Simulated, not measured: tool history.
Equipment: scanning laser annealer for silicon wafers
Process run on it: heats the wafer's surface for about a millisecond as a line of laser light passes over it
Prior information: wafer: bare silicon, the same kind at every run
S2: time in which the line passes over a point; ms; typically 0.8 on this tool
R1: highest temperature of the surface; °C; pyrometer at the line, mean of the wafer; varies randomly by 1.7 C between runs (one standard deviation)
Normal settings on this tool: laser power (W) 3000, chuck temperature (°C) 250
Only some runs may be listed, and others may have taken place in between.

Run 1, hour 0: usual settings. Result: R1 1048 °C.
Run 2, hour 6.4: usual settings but S2 0.735 ms. Result: R1 1016 °C.
Run 3, hour 16.8: usual settings but S2 0.735 ms. Result: R1 1017 °C.
Run 4, hour 28.3: usual settings but laser power (W) 3034. Result: R1 1058 °C.
Run 5, hour 36.5: usual settings but laser power (W) 3034. Result: R1 1056 °C.
Run 6, hour 42: usual settings but laser power (W) 3042. Result: R1 1057 °C.
Run 7, hour 52.3: usual settings but laser power (W) 3042. Result: R1 1059 °C.
Run 8, hour 57.4: usual settings but laser power (W) 3042. Result: R1 1058 °C.
Run 9, hour 65.4: usual settings but laser power (W) 3042. Result: R1 1059 °C.
At hour 73.8: window over the wafer cleaned.
Run 10, hour 78.3: usual settings. Result: R1 1081 °C.
Run 11, hour 89: usual settings. Result: R1 1080 °C.
Run 12, hour 98: usual settings. Result: R1 1077 °C.
Run 13, hour 106.4: usual settings. Result: R1 1079 °C.
Run 14, hour 112.5: usual settings. Result: R1 1080 °C.
Run 15, hour 123.4: usual settings but S2 0.587 ms, chuck temperature (°C) 217. Result: R1 914 °C.
Run 16, hour 134.3: usual settings but laser power (W) 2689, S2 0.726 ms, chuck temperature (°C) 232. Result: R1 941 °C.
Run 17, hour 144.9: usual settings but laser power (W) 3296, S2 0.565 ms. Result: R1 992 °C.
Run 18, hour 155.8: usual settings but laser power (W) 3296, S2 0.565 ms. Result: R1 994 °C.
Run 19, hour 164.5: usual settings but laser power (W) 3296, S2 0.565 ms. Result: R1 991 °C.
Run 20, hour 174.4: usual settings but laser power (W) 3002, S2 0.587 ms, chuck temperature (°C) 242. Result: R1 938 °C.
Run 21, hour 182.8: usual settings but laser power (W) 3002, S2 0.785 ms, chuck temperature (°C) 239. Result: R1 1061 °C.
Run 22, hour 192.2: usual settings but S2 0.608 ms, chuck temperature (°C) 213. Result: R1 922 °C.
Run 23, hour 197.7: usual settings but laser power (W) 3216. Result: R1 1129 °C.
Run 24, hour 205.9: usual settings but laser power (W) 3080, chuck temperature (°C) 270. Result: R1 1115 °C.
Run 25, hour 217: usual settings but laser power (W) 3060, S2 0.94 ms, chuck temperature (°C) 211. Result: R1 1134 °C.
Run 26, hour 228.1: usual settings but laser power (W) 3168, chuck temperature (°C) 270. Result: R1 1139 °C.
Run 27, hour 237.8: usual settings but laser power (W) 3083, S2 0.802 ms, chuck temperature (°C) 288. Result: R1 1138 °C.
Run 28, hour 249.1: usual settings but laser power (W) 3083, S2 0.802 ms, chuck temperature (°C) 288. Result: R1 1135 °C.

What if the next run were any one of these 3? Each begins from the tool's condition after run 28:
Run A, hour 258.7: usual settings but S2 0.933 ms. Result: R1 ?.
Run B, hour 258.7: usual settings but laser power (W) 3083, S2 0.659 ms, chuck temperature (°C) 283. Result: R1 ?.
Run C, hour 258.7: usual settings but S2 0.876 ms. Result: R1 ?.

run    R1
  A  1148
  B  1042
  C  1117
Without the tool's unlogged condition, the same runs would have read:
run    R1
  A  1162
  B  1053
  C  1130

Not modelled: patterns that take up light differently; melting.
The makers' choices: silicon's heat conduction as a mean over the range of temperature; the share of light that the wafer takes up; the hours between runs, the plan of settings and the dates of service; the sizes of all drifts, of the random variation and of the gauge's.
